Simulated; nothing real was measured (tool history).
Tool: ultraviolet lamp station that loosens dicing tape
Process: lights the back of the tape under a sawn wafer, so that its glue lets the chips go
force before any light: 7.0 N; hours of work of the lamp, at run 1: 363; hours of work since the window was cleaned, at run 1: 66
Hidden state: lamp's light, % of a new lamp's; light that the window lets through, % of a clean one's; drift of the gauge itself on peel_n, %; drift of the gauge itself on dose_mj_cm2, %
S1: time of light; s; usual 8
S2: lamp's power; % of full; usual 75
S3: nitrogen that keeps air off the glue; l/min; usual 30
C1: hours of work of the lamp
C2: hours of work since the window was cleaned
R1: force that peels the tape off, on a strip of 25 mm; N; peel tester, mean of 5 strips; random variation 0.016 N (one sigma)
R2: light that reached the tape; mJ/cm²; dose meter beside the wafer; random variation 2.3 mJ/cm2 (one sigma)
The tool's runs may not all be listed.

run   hour  S1  S2  S3   C1   C2     R1   R2
  1      0   8  75  30  363   66  1.148  198
  2   11.8   8  75  30  370   74  1.083  199
  3   24.4   8  75  30  378   82  1.109  196
  4   40.4   8  75  30  388   92  1.144  197
  5   57.9   8  94  30  399  102  0.768  243
  6   74.4   8  94  30  409  113  0.797  236
  7   91.9   8  75  30  420  124   1.15  190
  8  108.9   8  75  30  431  134   1.21  189
  9  121.1   8  75  21  438  142  1.352  186
 10  143.9   8  75  30  452  156  1.178  184
 11  166.8   6  86  46  467  170  1.421  154
 12  182.8  12  60  10  476  180  1.397  218
 13  206.5  10  96  13  491  195  0.791  284
 14  228.2  10  82  13  505  209  1.106  239
 15  248.1  10  82  13  517  221  1.065  236
 16  258.2  10  82  13  523  227  1.086  240

Run 17 comes next. What will it give?
 17  281.3  10  82  13  538  242   ?   ?

Run 17 gave R1 1.101 N, R2 238 mJ/cm².
Without the tool's hidden state the same run would have given R1 0.615 N, R2 329 mJ/cm².
